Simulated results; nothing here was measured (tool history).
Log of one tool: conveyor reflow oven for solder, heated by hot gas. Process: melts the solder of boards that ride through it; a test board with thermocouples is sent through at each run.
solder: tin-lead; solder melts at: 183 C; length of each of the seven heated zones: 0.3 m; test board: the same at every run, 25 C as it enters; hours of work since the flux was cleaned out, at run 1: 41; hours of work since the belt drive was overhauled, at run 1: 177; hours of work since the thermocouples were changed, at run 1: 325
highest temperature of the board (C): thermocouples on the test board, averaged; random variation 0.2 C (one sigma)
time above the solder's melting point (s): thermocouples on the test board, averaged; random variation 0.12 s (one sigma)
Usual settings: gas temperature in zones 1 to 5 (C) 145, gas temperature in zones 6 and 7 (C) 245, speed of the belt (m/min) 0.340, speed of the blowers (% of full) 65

run,hour,gas temperature in zones 1 to 5 (C),gas temperature in zones 6 and 7 (C),speed of the belt (m/min),speed of the blowers (% of full),hours of work since the flux was cleaned out,hours of work since the belt drive was overhauled,hours of work since the thermocouples were changed,highest temperature of the board (C),time above the solder's melting point (s)
1,0.0,145,245,0.340,65,41,177,325,227.4,93.0
2,7.7,145,245,0.340,65,45,181,329,227.9,93.1
3,16.0,145,245,0.340,65,50,185,334,228.1,93.1
4,24.5,145,245,0.340,62,54,190,338,226.8,92.5
5,34.5,145,243,0.340,65,60,195,344,226.0,91.5
6,40.1,145,245,0.340,65,63,198,347,227.9,93.0
7,47.3,145,235,0.340,65,67,202,350,218.7,85.0
8,53.4,145,245,0.340,85,70,206,354,232.2,96.4
9,57.9,145,245,0.340,65,72,208,356,227.6,93.0
10,66.7,140,245,0.340,65,77,213,361,226.7,89.8
11,75.5,140,245,0.340,65,82,218,366,227.0,89.6
12,85.4,140,245,0.340,65,87,223,371,226.9,89.9
13,92.1,141,245,0.340,65,91,227,375,226.7,90.3
14,96.9,141,245,0.340,65,93,229,377,227.2,90.3
15,105.9,145,245,0.340,65,98,234,382,227.1,93.0
16,112.4,145,245,0.340,65,102,238,386,227.6,93.0
17,120.8,145,239,0.340,60,106,242,390,220.8,86.8
18,125.2,145,245,0.340,73,109,244,393,229.7,94.5
19,130.4,145,245,0.340,73,112,247,395,229.4,94.7
20,137.2,151,234,0.340,65,115,251,399,218.7,88.6
21,147.0,151,234,0.340,65,121,256,404,218.9,88.7
22,152.3,151,250,0.349,65,123,259,407,232.2,96.9
23,160.7,145,245,0.366,74,128,264,412,227.1,86.2
24,167.8,145,259,0.347,65,132,267,416,239.0,99.6
25,174.9,145,259,0.372,65,136,271,419,236.4,91.4
26,182.1,145,259,0.372,65,139,275,423,236.3,91.0

The next listed run, before its measurement:
27,187.6,142,245,0.340,52,142,278,426,?,?

Run 27 gave highest temperature of the board (C) 222.6, time above the solder's melting point (s) 86.8.
Without the tool's hidden state the same run would have given highest temperature of the board (C) 223.5, time above the solder's melting point (s) 87.2.
